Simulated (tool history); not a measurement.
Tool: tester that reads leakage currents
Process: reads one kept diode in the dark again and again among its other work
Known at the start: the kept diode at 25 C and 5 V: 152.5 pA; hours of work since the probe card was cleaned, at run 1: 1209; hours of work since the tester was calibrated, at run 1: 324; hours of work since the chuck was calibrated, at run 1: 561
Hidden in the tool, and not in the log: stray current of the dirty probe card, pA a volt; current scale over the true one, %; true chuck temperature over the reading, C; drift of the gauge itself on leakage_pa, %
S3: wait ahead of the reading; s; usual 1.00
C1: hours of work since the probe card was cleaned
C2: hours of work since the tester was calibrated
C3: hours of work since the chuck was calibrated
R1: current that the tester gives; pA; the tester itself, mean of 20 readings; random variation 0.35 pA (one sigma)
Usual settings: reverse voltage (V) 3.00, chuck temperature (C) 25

Run 1, hour 0.0: usual settings; C1 1209; C2 324; C3 561. Result: R1 114.94 pA.
Run 2, hour 85.0: usual settings; C1 1244; C2 358; C3 596. Result: R1 115.11 pA.
Run 3, hour 140.7: usual settings; C1 1266; C2 381; C3 619. Result: R1 115.70 pA.
Run 4, hour 214.4: usual settings; C1 1297; C2 411; C3 649. Result: R1 114.92 pA.
Run 5, hour 300.2: usual settings; C1 1331; C2 446; C3 684. Result: R1 115.72 pA.
Run 6, hour 365.1: usual settings; C1 1358; C2 472; C3 710. Result: R1 115.58 pA.
Run 7, hour 439.1: usual settings; C1 1388; C2 502; C3 740. Result: R1 115.72 pA.
Run 8, hour 484.3: usual settings; C1 1406; C2 521; C3 759. Result: R1 115.50 pA.
Run 9, hour 534.1: usual settings; C1 1427; C2 541; C3 779. Result: R1 115.76 pA.
Run 10, hour 591.6: usual settings but S3 2.20 s; C1 1450; C2 565; C3 802. Result: R1 115.40 pA.
Run 11, hour 646.5: usual settings but S3 0.45 s; C1 1472; C2 587; C3 825. Result: R1 116.82 pA.
Run 12, hour 696.1: usual settings but S3 0.42 s; C1 1493; C2 607; C3 845. Result: R1 117.59 pA.
Run 13, hour 732.0: usual settings but S3 0.42 s; C1 1507; C2 622; C3 860. Result: R1 117.50 pA.
Run 14, hour 783.7: usual settings but S3 0.42 s; C1 1528; C2 643; C3 881. Result: R1 117.44 pA.
At hour 830.4: chuck's temperature calibrated.
Run 15, hour 833.3: usual settings but reverse voltage (V) 2.77, S3 0.42 s; C1 1548; C2 662; C3 1. Result: R1 111.60 pA.
Run 16, hour 891.5: usual settings but reverse voltage (V) 2.77, S3 0.42 s; C1 1571; C2 686; C3 25. Result: R1 111.53 pA.
Run 17, hour 974.2: usual settings; C1 1605; C2 720; C3 59. Result: R1 115.21 pA.
Run 18, hour 1029.0: usual settings; C1 1627; C2 742; C3 81. Result: R1 115.88 pA.
Run 19, hour 1100.9: usual settings; C1 1657; C2 771; C3 110. Result: R1 115.70 pA.
Run 20, hour 1138.6: usual settings but chuck temperature (C) 48; C1 1672; C2 786; C3 126. Result: R1 634.47 pA.
Run 21, hour 1212.7: usual settings but chuck temperature (C) 59; C1 1702; C2 817; C3 156. Result: R1 1322.43 pA.
Run 22, hour 1276.7: usual settings but chuck temperature (C) 59; C1 1728; C2 843; C3 182. Result: R1 1326.00 pA.
Run 23, hour 1328.3: usual settings but reverse voltage (V) 2.25, chuck temperature (C) 43, S3 6.31 s; C1 1749; C2 864; C3 203. Result: R1 381.20 pA.
Run 24, hour 1368.5: usual settings but reverse voltage (V) 1.03, chuck temperature (C) 36, S3 0.93 s; C1 1766; C2 880; C3 219. Result: R1 148.23 pA.
Run 25, hour 1403.3: usual settings but reverse voltage (V) 5.54, chuck temperature (C) 36, S3 2.02 s; C1 1780; C2 894; C3 233. Result: R1 377.26 pA.
Run 26, hour 1444.6: usual settings but reverse voltage (V) 2.55, chuck temperature (C) 38, S3 0.54 s; C1 1797; C2 911; C3 250. Result: R1 286.13 pA.
Run 27, hour 1515.1: usual settings but reverse voltage (V) 7.82, chuck temperature (C) 33, S3 0.54 s; C1 1825; C2 940; C3 279. Result: R1 371.67 pA.
Run 28, hour 1601.2: usual settings but reverse voltage (V) 7.82, chuck temperature (C) 33, S3 0.54 s; C1 1860; C2 975; C3 314. Result: R1 369.26 pA.
Run 29, hour 1641.1: usual settings but reverse voltage (V) 7.82, chuck temperature (C) 33, S3 0.54 s; C1 1877; C2 991; C3 330. Result: R1 367.90 pA.
Run 30, hour 1697.2: usual settings but reverse voltage (V) 16.17, chuck temperature (C) 26, S3 9.14 s; C1 1900; C2 1014; C3 353. Result: R1 318.81 pA.
Run 31, hour 1736.7: usual settings but reverse voltage (V) 8.38, chuck temperature (C) 53; C1 1916; C2 1030; C3 369. Result: R1 1581.48 pA.
Run 32, hour 1790.8: usual settings but reverse voltage (V) 12.99, chuck temperature (C) 28; C1 1938; C2 1052; C3 391. Result: R1 334.92 pA.
Run 33, hour 1841.7: usual settings but reverse voltage (V) 2.83, chuck temperature (C) 28, S3 1.15 s; C1 1958; C2 1073; C3 412. Result: R1 141.61 pA.
Run 34, hour 1896.8: usual settings but chuck temperature (C) 35, S3 1.32 s; C1 1981; C2 1095; C3 434. Result: R1 249.35 pA.
Run 35, hour 1954.5: usual settings but reverse voltage (V) 1.44, chuck temperature (C) 33, S3 0.71 s; C1 2004; C2 1119; C3 458. Result: R1 143.03 pA.
Run 36, hour 2020.7: usual settings but reverse voltage (V) 1.44, chuck temperature (C) 33, S3 0.71 s; C1 2031; C2 1146; C3 485. Result: R1 142.77 pA.
Run 37, hour 2079.9: usual settings but chuck temperature (C) 23; C1 2055; C2 1170; C3 509. Result: R1 98.72 pA.
Run 38, hour 2161.0: usual settings but reverse voltage (V) 11.86; C1 2088; C2 1203; C3 542. Result: R1 252.10 pA.
Run 39, hour 2207.1: usual settings but reverse voltage (V) 13.36, chuck temperature (C) 47, S3 0.71 s; C1 2107; C2 1222; C3 561. Result: R1 1372.82 pA.
Run 40, hour 2258.5: usual settings but reverse voltage (V) 13.36, chuck temperature (C) 47, S3 0.71 s; C1 2128; C2 1243; C3 582. Result: R1 1368.36 pA.

Forecast each of these 4 alternatives for the next run:
Run A, hour 2313.8: usual settings but reverse voltage (V) 7.49, chuck temperature (C) 32, S3 2.84 s; C1 2151; C2 1265; C3 604. Result: R1 ?.
Run B, hour 2313.8: usual settings but chuck temperature (C) 43; C1 2151; C2 1265; C3 604. Result: R1 ?.
Run C, hour 2313.8: usual settings but reverse voltage (V) 5.33, chuck temperature (C) 57, S3 0.85 s; C1 2151; C2 1265; C3 604. Result: R1 ?.
Run D, hour 2313.8: usual settings but reverse voltage (V) 18.73, chuck temperature (C) 39, S3 2.46 s; C1 2151; C2 1265; C3 604. Result: R1 ?.

run       R1
  A   332.60
  B   448.45
  C  1596.15
  D   934.99
Without the tool's hidden state the same runs would have given:
run       R1
  A   332.28
  B   448.08
  C  1594.99
  D   934.12
